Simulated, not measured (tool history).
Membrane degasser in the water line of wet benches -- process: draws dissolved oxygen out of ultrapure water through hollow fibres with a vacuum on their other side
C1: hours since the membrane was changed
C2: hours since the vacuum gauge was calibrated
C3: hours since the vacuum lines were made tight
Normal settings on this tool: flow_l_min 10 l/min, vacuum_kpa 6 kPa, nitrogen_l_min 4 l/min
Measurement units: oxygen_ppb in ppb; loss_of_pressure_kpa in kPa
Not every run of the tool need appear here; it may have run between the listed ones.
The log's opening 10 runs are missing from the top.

Run 11, hour 1097.3: usual settings; C1 6688; C2 6377; C3 1287. Result: oxygen_ppb 107.4 ppb, loss_of_pressure_kpa 52.21 kPa.
Run 12, hour 1251.2: usual settings; C1 6842; C2 6531; C3 1441. Result: oxygen_ppb 109.2 ppb, loss_of_pressure_kpa 52.26 kPa.
Run 13, hour 1347.9: usual settings but vacuum_kpa 10.32 kPa; C1 6938; C2 6628; C3 1538. Result: oxygen_ppb 133.5 ppb, loss_of_pressure_kpa 52.09 kPa.
Run 14, hour 1446.3: usual settings but vacuum_kpa 10.32 kPa; C1 7037; C2 6726; C3 1636. Result: oxygen_ppb 134.4 ppb, loss_of_pressure_kpa 51.98 kPa.
Run 15, hour 1570.4: usual settings but vacuum_kpa 10.32 kPa, nitrogen_l_min 2.15 l/min; C1 7161; C2 6850; C3 1760. Result: oxygen_ppb 169.1 ppb, loss_of_pressure_kpa 52.51 kPa.
Run 16, hour 1693.8: usual settings but vacuum_kpa 8.31 kPa, nitrogen_l_min 2.15 l/min; C1 7284; C2 6974; C3 1883. Result: oxygen_ppb 147.1 ppb, loss_of_pressure_kpa 52.22 kPa.
Run 17, hour 1842: usual settings but flow_l_min 8 l/min, vacuum_kpa 4.46 kPa; C1 7432; C2 7122; C3 2032. Result: oxygen_ppb 65.5 ppb, loss_of_pressure_kpa 41.69 kPa.
At hour 1902.3: vacuum gauge calibrated.
Run 18, hour 1931.9: usual settings but nitrogen_l_min 11.01 l/min; C1 7522; C2 30; C3 2121. Result: oxygen_ppb 99.1 ppb, loss_of_pressure_kpa 52.51 kPa.
Run 19, hour 2030.1: usual settings but vacuum_kpa 6.81 kPa, nitrogen_l_min 2.05 l/min; C1 7620; C2 128; C3 2219. Result: oxygen_ppb 132.1 ppb, loss_of_pressure_kpa 52.56 kPa.
Run 20, hour 2111.9: usual settings but vacuum_kpa 6.81 kPa, nitrogen_l_min 2.05 l/min; C1 7702; C2 210; C3 2301. Result: oxygen_ppb 134.7 ppb, loss_of_pressure_kpa 52.38 kPa.
Run 21, hour 2242: usual settings but vacuum_kpa 6.81 kPa, nitrogen_l_min 2.05 l/min; C1 7832; C2 340; C3 2431. Result: oxygen_ppb 134.2 ppb, loss_of_pressure_kpa 52.34 kPa.
Run 22, hour 2310.3: usual settings but flow_l_min 9 l/min, vacuum_kpa 10.19 kPa; C1 7900; C2 408; C3 2499. Result: oxygen_ppb 113.6 ppb, loss_of_pressure_kpa 47.19 kPa.
Run 23, hour 2403.7: usual settings but flow_l_min 9 l/min, vacuum_kpa 10.19 kPa; C1 7994; C2 501; C3 2593. Result: oxygen_ppb 112 ppb, loss_of_pressure_kpa 46.9 kPa.
Run 24, hour 2484.8: usual settings but flow_l_min 9 l/min, vacuum_kpa 10.19 kPa; C1 8075; C2 582; C3 2674. Result: oxygen_ppb 111.6 ppb, loss_of_pressure_kpa 46.67 kPa.
Run 25, hour 2571: usual settings but flow_l_min 9 l/min, vacuum_kpa 10.19 kPa; C1 8161; C2 669; C3 2760. Result: oxygen_ppb 112.1 ppb, loss_of_pressure_kpa 46.95 kPa.
Run 26, hour 2705: usual settings but vacuum_kpa 10.79 kPa; C1 8295; C2 803; C3 2894. Result: oxygen_ppb 135.4 ppb, loss_of_pressure_kpa 52.21 kPa.
Run 27, hour 2852.2: usual settings but vacuum_kpa 10.79 kPa; C1 8442; C2 950; C3 3041. Result: oxygen_ppb 137 ppb, loss_of_pressure_kpa 52.31 kPa.
Run 28, hour 2935: usual settings but flow_l_min 7 l/min, vacuum_kpa 6.48 kPa, nitrogen_l_min 2.66 l/min; C1 8525; C2 1033; C3 3124. Result: oxygen_ppb 66 ppb, loss_of_pressure_kpa 36.32 kPa.
Run 29, hour 3051.3: usual settings but flow_l_min 11 l/min, vacuum_kpa 10.33 kPa, nitrogen_l_min 8.32 l/min; C1 8641; C2 1149; C3 3241. Result: oxygen_ppb 131.1 ppb, loss_of_pressure_kpa 57.32 kPa.
Run 30, hour 3147.8: usual settings but nitrogen_l_min 3.77 l/min; C1 8738; C2 1245; C3 3337. Result: oxygen_ppb 108.4 ppb, loss_of_pressure_kpa 52.06 kPa.
Run 31, hour 3233.7: usual settings but nitrogen_l_min 3.31 l/min; C1 8824; C2 1331; C3 3423. Result: oxygen_ppb 114.4 ppb, loss_of_pressure_kpa 52.22 kPa.
Run 32, hour 3374.9: usual settings but flow_l_min 16 l/min, nitrogen_l_min 2.39 l/min; C1 8965; C2 1473; C3 3564. Result: oxygen_ppb 247.4 ppb, loss_of_pressure_kpa 83.91 kPa.

Branching from run 32: 3 alternative next runs. What would each branch give?
Run A, hour 3518.9: usual settings but flow_l_min 6 l/min, vacuum_kpa 4.13 kPa, nitrogen_l_min 5.78 l/min; C1 9109; C2 1617; C3 3708. Result: oxygen_ppb ?, loss_of_pressure_kpa ?.
Run B, hour 3518.9: usual settings but flow_l_min 16 l/min, vacuum_kpa 4.82 kPa, nitrogen_l_min 1.99 l/min; C1 9109; C2 1617; C3 3708. Result: oxygen_ppb ?, loss_of_pressure_kpa ?.
Run C, hour 3518.9: usual settings but flow_l_min 16 l/min, vacuum_kpa 5.65 kPa, nitrogen_l_min 2.39 l/min; C1 9109; C2 1617; C3 3708. Result: oxygen_ppb ?, loss_of_pressure_kpa ?.

run  oxygen_ppb  loss_of_pressure_kpa
  A        34.5                 31.26
  B       225.3                  83.6
  C       239.7                 83.63
With no hidden state in the tool, these same runs would have given:
run  oxygen_ppb  loss_of_pressure_kpa
  A        34.4                 31.24
  B         225                 83.56
  C       239.4                 83.59
